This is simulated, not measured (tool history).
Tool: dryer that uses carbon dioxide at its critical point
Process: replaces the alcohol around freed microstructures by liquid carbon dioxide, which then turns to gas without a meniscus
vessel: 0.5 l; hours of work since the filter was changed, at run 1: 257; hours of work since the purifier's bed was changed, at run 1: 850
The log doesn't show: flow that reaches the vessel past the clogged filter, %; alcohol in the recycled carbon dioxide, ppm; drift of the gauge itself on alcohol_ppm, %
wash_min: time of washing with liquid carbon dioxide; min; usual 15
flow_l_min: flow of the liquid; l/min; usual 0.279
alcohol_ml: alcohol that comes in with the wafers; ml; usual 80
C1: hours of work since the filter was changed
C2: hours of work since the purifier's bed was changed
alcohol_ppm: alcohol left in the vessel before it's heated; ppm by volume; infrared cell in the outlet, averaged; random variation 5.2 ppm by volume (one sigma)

{"run": 1, "hour": 0.0, "wash_min": 15, "flow_l_min": 0.279, "alcohol_ml": 80, "C1": 257, "C2": 850, "alcohol_ppm": 305}
{"run": 2, "hour": 40.8, "wash_min": 15, "flow_l_min": 0.279, "alcohol_ml": 80, "C1": 289, "C2": 881, "alcohol_ppm": 327}
{"run": 3, "hour": 64.6, "wash_min": 15, "flow_l_min": 0.279, "alcohol_ml": 80, "C1": 307, "C2": 900, "alcohol_ppm": 327}
{"run": 4, "hour": 107.4, "wash_min": 15, "flow_l_min": 0.314, "alcohol_ml": 80, "C1": 341, "C2": 933, "alcohol_ppm": 245}
{"run": 5, "hour": 149.0, "wash_min": 15, "flow_l_min": 0.279, "alcohol_ml": 46, "C1": 373, "C2": 966, "alcohol_ppm": 285}
{"run": 6, "hour": 190.4, "wash_min": 15, "flow_l_min": 0.279, "alcohol_ml": 46, "C1": 405, "C2": 998, "alcohol_ppm": 304}
{"run": 7, "hour": 216.7, "wash_min": 15, "flow_l_min": 0.31, "alcohol_ml": 80, "C1": 426, "C2": 1019, "alcohol_ppm": 319}
{"hour": 256.1, "done": "inlet filter changed"}
{"run": 8, "hour": 268.4, "wash_min": 15, "flow_l_min": 0.279, "alcohol_ml": 44, "C1": 10, "C2": 1058, "alcohol_ppm": 206}
{"run": 9, "hour": 320.4, "wash_min": 14, "flow_l_min": 0.279, "alcohol_ml": 44, "C1": 50, "C2": 1099, "alcohol_ppm": 255}
{"run": 10, "hour": 346.7, "wash_min": 14, "flow_l_min": 0.279, "alcohol_ml": 44, "C1": 71, "C2": 1119, "alcohol_ppm": 266}
{"run": 11, "hour": 384.2, "wash_min": 14, "flow_l_min": 0.279, "alcohol_ml": 39, "C1": 100, "C2": 1148, "alcohol_ppm": 265}
{"run": 12, "hour": 436.1, "wash_min": 15, "flow_l_min": 0.279, "alcohol_ml": 80, "C1": 140, "C2": 1189, "alcohol_ppm": 298}
{"run": 13, "hour": 469.9, "wash_min": 15, "flow_l_min": 0.279, "alcohol_ml": 80, "C1": 167, "C2": 1215, "alcohol_ppm": 320}
{"run": 14, "hour": 498.5, "wash_min": 15, "flow_l_min": 0.279, "alcohol_ml": 80, "C1": 189, "C2": 1238, "alcohol_ppm": 343}
{"run": 15, "hour": 522.9, "wash_min": 15, "flow_l_min": 0.279, "alcohol_ml": 80, "C1": 208, "C2": 1257, "alcohol_ppm": 343}
{"hour": 532.9, "done": "purifier's bed changed"}
{"run": 16, "hour": 557.1, "wash_min": 15, "flow_l_min": 0.172, "alcohol_ml": 80, "C1": 232, "C2": 19, "alcohol_ppm": 2062}
{"run": 17, "hour": 581.6, "wash_min": 15, "flow_l_min": 0.279, "alcohol_ml": 80, "C1": 251, "C2": 38, "alcohol_ppm": 194}
{"run": 18, "hour": 616.4, "wash_min": 15, "flow_l_min": 0.279, "alcohol_ml": 80, "C1": 279, "C2": 65, "alcohol_ppm": 206}
{"run": 19, "hour": 653.0, "wash_min": 17, "flow_l_min": 0.447, "alcohol_ml": 75, "C1": 307, "C2": 94, "alcohol_ppm": 16}
{"run": 20, "hour": 699.2, "wash_min": 17, "flow_l_min": 0.447, "alcohol_ml": 75, "C1": 343, "C2": 130, "alcohol_ppm": 30}
{"run": 21, "hour": 747.3, "wash_min": 18, "flow_l_min": 0.279, "alcohol_ml": 84, "C1": 381, "C2": 167, "alcohol_ppm": 108}
{"run": 22, "hour": 790.1, "wash_min": 21, "flow_l_min": 0.279, "alcohol_ml": 51, "C1": 414, "C2": 201, "alcohol_ppm": 45}

Run 23 comes next. What will it give?
{"run": 23, "hour": 821.0, "wash_min": 21, "flow_l_min": 0.279, "alcohol_ml": 51, "C1": 438, "C2": 225, "alcohol_ppm": "?"}

Run 23 gave alcohol_ppm 55 ppm by volume.
Without the tool's hidden state the same run would have given alcohol_ppm 7 ppm by volume.

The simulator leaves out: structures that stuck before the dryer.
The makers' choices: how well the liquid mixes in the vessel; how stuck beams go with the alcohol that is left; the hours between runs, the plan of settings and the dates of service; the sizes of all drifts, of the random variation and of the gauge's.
